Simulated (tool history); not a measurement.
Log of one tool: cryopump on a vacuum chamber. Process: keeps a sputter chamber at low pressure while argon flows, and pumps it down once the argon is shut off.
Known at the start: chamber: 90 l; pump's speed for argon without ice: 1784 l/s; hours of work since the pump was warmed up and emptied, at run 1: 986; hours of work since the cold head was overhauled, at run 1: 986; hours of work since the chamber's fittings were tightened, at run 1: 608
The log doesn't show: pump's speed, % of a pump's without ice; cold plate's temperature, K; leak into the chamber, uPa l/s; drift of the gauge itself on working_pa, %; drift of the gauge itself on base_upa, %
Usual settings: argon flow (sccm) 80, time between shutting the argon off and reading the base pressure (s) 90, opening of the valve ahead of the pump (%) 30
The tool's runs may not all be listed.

run,hour,argon flow (sccm),time between shutting the argon off and reading the base pressure (s),opening of the valve ahead of the pump (%),hours of work since the pump was warmed up and emptied,hours of work since the cold head was overhauled,hours of work since the chamber's fittings were tightened,pressure while argon flows (Pa),pressure after the wait (uPa)
1,0,80,90,30,986,986,608,0.2649,1.14
2,25.9,80,90,30,1003,1003,624,0.2644,1.12
3,62.7,80,90,30,1026,1026,648,0.2628,1.19
4,94.1,80,179,30,1047,1047,668,0.2638,0.81
5,120.3,80,90,30,1064,1064,685,0.2647,1.2
6,154.8,80,90,30,1086,1086,708,0.2639,1.15
7,178.9,80,90,30,1101,1101,723,0.2668,1.15
8,213.6,80,90,30,1124,1124,745,0.2672,1.21
9,240.5,80,90,30,1141,1141,763,0.2647,1.17
10,277.6,80,90,30,1165,1165,787,0.2653,1.24
11,298.3,80,90,30,1178,1178,800,0.2664,1.23
12,315.7,80,90,30,1189,1189,811,0.2659,1.21
# hour 330: pump warmed up, emptied and cooled again
13,340.4,132,90,30,7,1202,824,0.4214,1.11
14,366.7,132,90,30,24,1219,841,0.4172,1.14
15,393.1,80,90,16,41,1236,858,0.4755,1.14
16,426.1,80,90,16,62,1257,879,0.4741,1.21
17,456.2,80,90,16,81,1277,898,0.4717,1.2
18,487.1,82,198,30,101,1297,918,0.2623,0.82
19,509.8,59,23,21,116,1311,933,0.2697,3.01
20,537.8,65,28,17,134,1329,951,0.365,2.51
21,571.1,82,28,20,155,1351,972,0.3902,2.58
22,589.7,105,27,20,167,1363,985,0.5022,2.65
23,611.5,116,90,41,181,1377,999,0.2724,1.18
24,632.5,90,24,22,195,1390,1012,0.3918,2.8
25,669.2,80,182,20,219,1414,1036,0.3792,0.93
26,705.9,80,182,20,242,1438,1059,0.383,0.97
27,744.1,48,90,30,267,1462,1084,0.1542,1.32
28,779,48,25,30,289,1485,1106,0.1546,2.86
29,797.4,42,90,30,301,1497,1118,0.134,1.29
30,823.8,41,90,44,318,1514,1135,0.091,1.3
31,857.2,41,90,44,340,1535,1157,0.0912,1.33
32,878.9,41,90,41,354,1549,1171,0.0974,1.31
33,915.6,130,94,41,377,1573,1194,0.3085,1.3
34,953.5,120,176,45,402,1597,1219,0.2617,0.99

How the hidden state differs across the entries between the runs, from the last listed run before each to the first after it:
Between runs 12 and 13: pump warmed up, emptied and cooled again (hour 330)
  pump's speed, % of a pump's without ice: 86.2 -> 99.8; cold plate's temperature, K: 12.82 -> 12.83; leak into the chamber, uPa l/s: 914 -> 922
  measured less the result without the state, pressure while argon flows (Pa): +0.0136 -> +0.0024; pressure after the wait (uPa): +0.43 -> +0.35

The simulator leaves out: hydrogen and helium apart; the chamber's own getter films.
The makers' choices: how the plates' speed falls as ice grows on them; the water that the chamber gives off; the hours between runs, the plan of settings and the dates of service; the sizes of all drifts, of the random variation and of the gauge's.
